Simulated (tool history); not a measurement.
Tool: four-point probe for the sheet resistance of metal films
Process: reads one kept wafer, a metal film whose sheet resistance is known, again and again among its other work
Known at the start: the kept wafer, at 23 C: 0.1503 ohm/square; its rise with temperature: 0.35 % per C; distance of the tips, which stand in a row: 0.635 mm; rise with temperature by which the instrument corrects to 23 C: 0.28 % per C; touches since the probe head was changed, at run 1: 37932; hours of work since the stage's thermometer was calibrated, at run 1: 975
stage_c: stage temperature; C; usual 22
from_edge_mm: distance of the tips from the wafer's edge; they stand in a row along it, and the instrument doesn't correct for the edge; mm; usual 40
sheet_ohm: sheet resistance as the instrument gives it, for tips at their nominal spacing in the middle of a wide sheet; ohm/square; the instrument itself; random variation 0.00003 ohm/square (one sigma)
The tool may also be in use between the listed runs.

run	day	stage_c	from_edge_mm	touches since the probe head was changed	hours of work since the stage's thermometer was calibrated	sheet_ohm
1	0.000	22	40	37932	975	0.150773
2	0.600	22	40	38644	986	0.150760
3	1.158	22	40	39304	995	0.150787
4	1.721	22	31	39972	1005	0.150836
5	2.238	22	6	40587	1014	0.151659
6	2.842	22	6	41305	1025	0.151674
7	3.471	18	40	42052	1036	0.150302
8	4.004	18	40	42685	1046	0.150373
9	4.721	18	40	43534	1058	0.150384
10	5.129	22	40	44017	1065	0.150805
11	5.512	22	40	44474	1072	0.150799
12	6.296	26	40	45405	1086	0.151211
13	6.792	26	40	45991	1095	0.151238
14	7.246	26	40	46532	1103	0.151190
15	7.917	26	40	47324	1115	0.151198
16	8.433	22	5	47941	1124	0.152138
17	8.871	23	40	48458	1131	0.150945
18	9.621	30	40	49348	1145	0.151651
19	10.054	30	40	49862	1152	0.151651
20	10.562	29	5	50466	1161	0.152863
21	11.154	28	51	51168	1172	0.151431
22	11.638	34	4	51741	1180	0.154163
23	12.329	26	49	52561	1192	0.151321
24	12.783	29	12	53100	1200	0.151800
25	13.429	19	52	53865	1212	0.150533

Forecast run 26:
26	14.075	19	40	54632	1223	?

{"run 26": {"sheet_ohm": 0.150491}}
Without the tool's hidden state the same run would have given sheet_ohm 0.149827 ohm/square.

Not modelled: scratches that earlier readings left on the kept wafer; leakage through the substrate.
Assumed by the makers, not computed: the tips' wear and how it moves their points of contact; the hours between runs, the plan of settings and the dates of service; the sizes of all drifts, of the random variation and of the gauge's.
